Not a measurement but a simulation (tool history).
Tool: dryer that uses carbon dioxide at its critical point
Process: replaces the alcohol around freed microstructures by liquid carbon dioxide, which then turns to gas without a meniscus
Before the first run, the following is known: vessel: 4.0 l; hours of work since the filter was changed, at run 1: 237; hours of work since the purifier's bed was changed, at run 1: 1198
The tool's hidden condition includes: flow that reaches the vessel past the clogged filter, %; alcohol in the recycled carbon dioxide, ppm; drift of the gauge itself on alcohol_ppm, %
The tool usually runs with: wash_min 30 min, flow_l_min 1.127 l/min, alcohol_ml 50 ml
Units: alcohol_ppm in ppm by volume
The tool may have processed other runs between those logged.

run	hour	wash_min	flow_l_min	alcohol_ml	hours of work since the filter was changed	hours of work since the purifier's bed was changed	alcohol_ppm
1	0.0	30	1.127	50	237	1198	48
# hour 15.7: purifier's bed changed
2	29.9	30	1.127	50	256	10	15
3	81.9	30	1.127	50	294	47	11
4	122.3	30	1.127	50	322	76	20
5	166.3	30	1.127	50	354	108	21
6	223.1	30	1.127	50	394	148	23
# hour 242.5: inlet filter changed
7	262.0	30	1.127	50	14	175	21
8	318.9	30	1.830	50	55	216	6
9	347.5	30	1.127	50	75	236	10
10	381.8	30	1.127	50	100	261	22
11	434.9	30	1.127	50	137	299	22
12	462.0	30	1.127	50	157	318	22
13	518.6	30	1.127	50	197	359	32
14	567.5	37	1.127	50	232	393	20
15	598.2	37	1.127	50	254	415	20
16	646.1	37	1.127	50	288	450	19
17	673.7	37	1.127	50	308	469	26
18	710.6	37	1.127	43	334	496	20
19	764.0	19	1.127	50	373	534	178
20	793.0	19	1.127	50	393	555	173
# hour 816.3: inlet filter changed
21	839.6	19	0.710	50	17	587	563
22	891.7	30	0.890	42	54	624	52
23	940.3	46	1.660	27	89	659	22
24	976.5	24	1.660	48	114	685	34
25	1005.9	37	1.127	43	135	706	31
26	1038.4	30	1.280	106	159	729	36
27	1081.6	30	1.560	47	190	760	33

Consider 3 possible next runs. They are alternatives, not a sequence: every one starts from the tool as it was left by run 27. What does each give?
A	1116.0	18	0.800	120	214	785	?
B	1116.0	34	0.710	39	214	785	?
C	1116.0	30	1.560	22	214	785	?

run	alcohol_ppm
A	1347
B	79
C	37
Without the tool's hidden state the same runs would have given:
run	alcohol_ppm
A	981
B	32
C	10
